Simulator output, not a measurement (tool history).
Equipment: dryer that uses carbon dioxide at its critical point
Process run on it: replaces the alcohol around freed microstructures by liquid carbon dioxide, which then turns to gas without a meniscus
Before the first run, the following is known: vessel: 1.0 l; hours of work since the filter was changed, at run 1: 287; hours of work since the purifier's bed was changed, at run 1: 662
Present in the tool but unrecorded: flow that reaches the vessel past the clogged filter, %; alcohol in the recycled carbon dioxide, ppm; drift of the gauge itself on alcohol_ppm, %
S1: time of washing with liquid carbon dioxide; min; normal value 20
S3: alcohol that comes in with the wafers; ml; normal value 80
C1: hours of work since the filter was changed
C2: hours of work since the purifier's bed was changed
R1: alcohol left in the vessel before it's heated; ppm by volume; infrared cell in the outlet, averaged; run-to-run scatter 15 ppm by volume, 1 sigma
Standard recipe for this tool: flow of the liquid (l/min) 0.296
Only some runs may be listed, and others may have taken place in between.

Run 1, hour 0.0: usual settings; C1 287; C2 662. Result: R1 1299 ppm by volume.
Run 2, hour 33.2: usual settings but flow of the liquid (l/min) 0.290; C1 304; C2 679. Result: R1 1431 ppm by volume.
Run 3, hour 47.3: usual settings but flow of the liquid (l/min) 0.290; C1 311; C2 686. Result: R1 1433 ppm by volume.
Run 4, hour 66.6: usual settings but S1 26 min; C1 321; C2 696. Result: R1 446 ppm by volume.
Run 5, hour 80.7: usual settings but S1 26 min; C1 328; C2 704. Result: R1 429 ppm by volume.
Run 6, hour 109.3: usual settings but S1 26 min; C1 343; C2 718. Result: R1 432 ppm by volume.
Run 7, hour 128.6: usual settings; C1 353; C2 728. Result: R1 1361 ppm by volume.
Run 8, hour 143.1: usual settings; C1 360; C2 736. Result: R1 1388 ppm by volume.
Run 9, hour 170.3: usual settings; C1 374; C2 749. Result: R1 1378 ppm by volume.
Run 10, hour 202.8: usual settings but S1 25 min; C1 391; C2 766. Result: R1 550 ppm by volume.
At hour 231.7: inlet filter changed.
Run 11, hour 232.0: usual settings but S1 28 min, flow of the liquid (l/min) 0.386, S3 52 ml; C1 0; C2 781. Result: R1 99 ppm by volume.
Run 12, hour 248.8: usual settings but S1 28 min, flow of the liquid (l/min) 0.275, S3 32 ml; C1 9; C2 789. Result: R1 184 ppm by volume.
Run 13, hour 269.1: usual settings but S1 28 min, flow of the liquid (l/min) 0.275, S3 32 ml; C1 19; C2 800. Result: R1 184 ppm by volume.
Run 14, hour 292.3: usual settings but S1 17 min, flow of the liquid (l/min) 0.275, S3 32 ml; C1 31; C2 811. Result: R1 1088 ppm by volume.
Run 15, hour 319.6: usual settings but flow of the liquid (l/min) 0.183, S3 90 ml; C1 45; C2 825. Result: R1 5953 ppm by volume.
Run 16, hour 338.5: usual settings but flow of the liquid (l/min) 0.183, S3 90 ml; C1 55; C2 835. Result: R1 5979 ppm by volume.
Run 17, hour 367.4: usual settings but flow of the liquid (l/min) 0.178, S3 90 ml; C1 70; C2 850. Result: R1 6285 ppm by volume.
Run 18, hour 383.9: usual settings but flow of the liquid (l/min) 0.178, S3 90 ml; C1 78; C2 858. Result: R1 6219 ppm by volume.
At hour 389.5: purifier's bed changed.
Run 19, hour 414.9: usual settings but S1 30 min, flow of the liquid (l/min) 0.320, S3 37 ml; C1 92; C2 13. Result: R1 42 ppm by volume.
Run 20, hour 447.3: usual settings but S1 30 min, flow of the liquid (l/min) 0.320, S3 37 ml; C1 109; C2 30. Result: R1 44 ppm by volume.

How the hidden state differs across the entries between the runs, from the last listed run before each to the first after it:
After run 10, before run 11: inlet filter changed (hour 231.7)
  flow that reaches the vessel past the clogged filter, %: 92.4 -> 99.7; alcohol in the recycled carbon dioxide, ppm: 81.9 -> 83.2
  difference, measured minus the result without the unlogged condition, R1: +235 -> +79 ppm by volume
After run 18, before run 19: purifier's bed changed (hour 389.5)
  flow that reaches the vessel past the clogged filter, %: 98.4 -> 98.1; alcohol in the recycled carbon dioxide, ppm: 90.6 -> 6.9
  difference, measured minus the result without the unlogged condition, R1: +345 -> +6 ppm by volume
